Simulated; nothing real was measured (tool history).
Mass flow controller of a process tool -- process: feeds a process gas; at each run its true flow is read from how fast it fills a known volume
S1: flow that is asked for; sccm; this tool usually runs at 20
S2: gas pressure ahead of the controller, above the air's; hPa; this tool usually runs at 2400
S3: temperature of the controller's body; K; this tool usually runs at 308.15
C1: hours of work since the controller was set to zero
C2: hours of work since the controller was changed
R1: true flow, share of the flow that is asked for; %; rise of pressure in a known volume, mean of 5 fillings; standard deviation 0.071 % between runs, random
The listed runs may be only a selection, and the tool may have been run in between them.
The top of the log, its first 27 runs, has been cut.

| run | hour | S1 | S2 | S3 | C1 | C2 | R1 |
|---|---|---|---|---|---|---|---|
| 28 | 5378.4 | 21 | 1520 | 303.15 | 1419 | 1419 | 99.14 |
| 29 | 5549.9 | 21 | 1520 | 303.15 | 1534 | 1534 | 99.09 |
| 30 | 5723.6 | 21 | 1520 | 303.15 | 1649 | 1649 | 99.16 |
| 31 | 5846.9 | 21 | 1520 | 303.15 | 1732 | 1732 | 99.15 |
| 32 | 6101.7 | 21 | 1520 | 303.15 | 1901 | 1901 | 99.16 |
| 33 | 6291 | 25 | 2480 | 294.15 | 2027 | 2027 | 99.55 |
| 34 | 6548.6 | 25 | 2480 | 294.15 | 2199 | 2199 | 99.69 |
| 35 | 6702.4 | 25 | 2480 | 294.15 | 2301 | 2301 | 99.66 |
| 36 | 6920.8 | 9 | 2470 | 305.15 | 2447 | 2447 | 98.51 |
| 37 | 7054.8 | 20 | 1980 | 313.15 | 2536 | 2536 | 99.92 |
| 38 | 7250.6 | 20 | 1980 | 313.15 | 2667 | 2667 | 99.97 |
| 39 | 7406.2 | 19 | 1530 | 299.15 | 2770 | 2770 | 98.73 |
| 40 | 7610 | 6 | 1540 | 301.15 | 2906 | 2906 | 96.41 |
| 41 | 7847.4 | 18 | 2400 | 293.15 | 3064 | 3064 | 98.82 |
| 42 | 8012.5 | 18 | 2330 | 293.15 | 3174 | 3174 | 98.96 |
| 43 | 8186.8 | 6 | 2420 | 295.15 | 3290 | 3290 | 96.32 |
| 44 | 8328.7 | 25 | 2780 | 295.15 | 3385 | 3385 | 99.97 |
| 45 | 8551.6 | 25 | 2780 | 295.15 | 3533 | 3533 | 100.03 |
| 46 | 8819.6 | 17 | 2400 | 308.15 | 3712 | 3712 | 99.75 |
| 47 | 8935.7 | 17 | 2400 | 308.15 | 3789 | 3789 | 99.78 |

Predict each of these 5 candidate next runs independently; none follows another, all start after run 47:
| A | 9150.2 | 17 | 1600 | 308.15 | 3932 | 3932 | ? |
| B | 9150.2 | 17 | 1720 | 308.15 | 3932 | 3932 | ? |
| C | 9150.2 | 17 | 2270 | 311.15 | 3932 | 3932 | ? |
| D | 9150.2 | 9 | 2150 | 313.15 | 3932 | 3932 | ? |
| E | 9150.2 | 35 | 1650 | 294.15 | 3932 | 3932 | ? |

| run | R1 |
|---|---|
| A | 99.24 |
| B | 99.29 |
| C | 99.82 |
| D | 98.3 |
| E | 99.79 |
With no hidden state in the tool, these same runs would have given:
| run | R1 |
|---|---|
| A | 99.37 |
| B | 99.42 |
| C | 99.95 |
| D | 99.8 |
| E | 99.12 |
